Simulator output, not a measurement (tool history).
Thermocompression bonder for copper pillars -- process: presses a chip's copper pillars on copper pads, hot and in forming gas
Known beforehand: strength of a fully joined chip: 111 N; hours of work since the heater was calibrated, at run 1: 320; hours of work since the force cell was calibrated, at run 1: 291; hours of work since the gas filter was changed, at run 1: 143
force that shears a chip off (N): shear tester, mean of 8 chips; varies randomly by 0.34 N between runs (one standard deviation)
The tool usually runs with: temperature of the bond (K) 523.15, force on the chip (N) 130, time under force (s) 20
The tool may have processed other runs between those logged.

run,hour,temperature of the bond (K),force on the chip (N),time under force (s),hours of work since the heater was calibrated,hours of work since the force cell was calibrated,hours of work since the gas filter was changed,force that shears a chip off (N)
1,0,523.15,130,20,320,291,143,76.7
2,28.9,523.15,130,20,332,302,155,76.1
3,43.5,523.15,130,20,338,308,161,76.7
4,70.3,523.15,130,20,349,319,172,76.1
5,92.8,523.15,130,20,358,328,181,76.3
6,110.2,523.15,142,12,365,335,188,70.2
# hour 113.6: force cell calibrated
7,136.6,508.15,130,36,375,9,199,74.3
8,158.9,497.15,130,20,384,18,208,53.8
9,179,523.15,134,14,392,27,216,70.7
10,202.3,517.15,152,46,402,36,225,91.7

Each row is a separate what-if for the run after 10, all from the same tool condition, not one after another. Results?
A,216.3,543.15,123,37,408,42,231,?
B,216.3,506.15,130,20,408,42,231,?
C,216.3,517.15,100,48,408,42,231,?
D,216.3,553.15,101,20,408,42,231,?
E,216.3,521.15,169,15,408,42,231,?

run,force that shears a chip off (N)
A,96.7
B,61.6
C,77.6
D,88.5
E,80.2
Without the tool's unlogged condition, the same runs would have read:
run,force that shears a chip off (N)
A,99.9
B,60.5
C,77.6
D,90.2
E,80.5
